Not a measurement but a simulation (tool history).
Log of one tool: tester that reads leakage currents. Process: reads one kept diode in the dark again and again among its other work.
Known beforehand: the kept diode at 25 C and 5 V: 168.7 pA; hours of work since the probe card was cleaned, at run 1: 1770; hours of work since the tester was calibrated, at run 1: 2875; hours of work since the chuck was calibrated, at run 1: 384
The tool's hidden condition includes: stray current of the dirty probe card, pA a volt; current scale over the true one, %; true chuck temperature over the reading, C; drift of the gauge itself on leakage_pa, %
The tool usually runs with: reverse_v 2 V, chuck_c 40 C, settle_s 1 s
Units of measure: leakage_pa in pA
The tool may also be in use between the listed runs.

run      day  reverse_v  chuck_c  settle_s  hours of work since the probe card was cleaned  hours of work since the tester was calibrated  hours of work since the chuck was calibrated  leakage_pa
  1        0          2       40         1                                            1770                                           2875                                           384      377.91
  2      4.6          2       40         1                                            1857                                           2961                                           470      386.02
  3    8.638          2       40         1                                            1932                                           3037                                           546       390.4
  4   13.017          2       40         1                                            2014                                           3119                                           628      399.73
  5   16.883          2       40         1                                            2087                                           3191                                           700      403.93
      18.721  -- chuck's temperature calibrated
  6   19.871          2       40         1                                            2141                                           3245                                            22      356.65
  7   23.558          2       40         1                                            2210                                           3315                                            91      362.75
  8   28.504          2       40         1                                            2303                                           3407                                           183       367.8
  9     32.4          2       40         1                                            2376                                           3480                                           256      373.85
 10   37.154          2       40         1                                            2465                                           3569                                           345      379.28
 11   41.479          2       40         1                                            2546                                           3650                                           426      386.51
 12   44.575          2       40         1                                            2604                                           3708                                           484       387.3
 13   48.804          2       40         1                                            2683                                           3787                                           563      393.78
 14   53.496          2       40         1                                            2771                                           3875                                           651      401.85
        56.2  -- probe card cleaned and baked
 15    57.55          2       40         1                                              25                                           3949                                           725      403.81
      58.133  -- chuck's temperature calibrated
 16   62.379          2       40      8.66                                             114                                           4038                                            79      351.12
 17   65.875          2       25         1                                             180                                           4103                                           145      103.87
 18       70          2       25      3.06                                             257                                           4180                                           222      105.45
 19   72.904          2       35      3.06                                             311                                           4235                                           277      246.84
 20   76.892       3.33       41      9.46                                             386                                           4309                                           351      533.74
 21   80.621       3.06       41      0.46                                             456                                           4379                                           421       517.8
 22   83.675        4.4       41      0.39                                             513                                           4436                                           478      635.65
 23   89.133       1.92       52      2.14                                             615                                           4539                                           580      943.72
 24   94.217       9.36       54       2.3                                             710                                           4634                                           676     2619.29
      97.212  -- chuck's temperature calibrated
 25   97.212       7.95       32         1                                             765                                           4688                                             0      389.58
      98.558  -- tester calibrated
 26  101.129        1.5       40      0.37                                             837                                             48                                            72      311.41
 27  103.829        1.5       40      0.37                                             887                                             99                                           122       314.8
 28  108.221        1.5       40      0.37                                             970                                            181                                           205      318.86
 29  111.692      11.37       23      1.41                                            1034                                            246                                           270      243.91
 30  116.388      17.69       49      0.89                                            1122                                            334                                           357     2515.85
 31  119.154       9.53       52      0.33                                            1174                                            386                                           409     2260.64
 32  122.054       1.38       40      5.34                                            1229                                            440                                           464      321.38
 33  126.567       1.62       31       3.8                                            1313                                            525                                           548      171.62
 34  130.596       4.94       26         1                                            1388                                            600                                           624      214.46
 35  133.458        1.5       53         1                                            1442                                            654                                           677      925.84
 36  136.196       1.56       53         1                                            1493                                            705                                           728      954.08
     136.762  -- chuck's temperature calibrated
 37  141.158      10.46       57       2.6                                            1585                                            796                                            82     3167.66
 38  146.438      10.46       57       2.6                                            1684                                            895                                           181     3224.68

Below are 4 alternative next runs, each starting from the tool's condition after run 38. Predict each:
  A  149.683      10.46       39      7.64                                            1744                                            956                                           242           ?
  B  149.683       2.33       48      0.32                                            1744                                            956                                           242           ?
  C  149.683      10.46       48       2.6                                            1744                                            956                                           242           ?
  D  149.683      11.92       20       2.5                                            1744                                            956                                           242           ?

run  leakage_pa
  A      848.69
  B      752.43
  C     1683.83
  D      194.76
The same runs, with their run-to-run variation unchanged, on a tool lacking any hidden condition would have given:
run  leakage_pa
  A      807.08
  B      723.26
  C     1614.02
  D      176.09
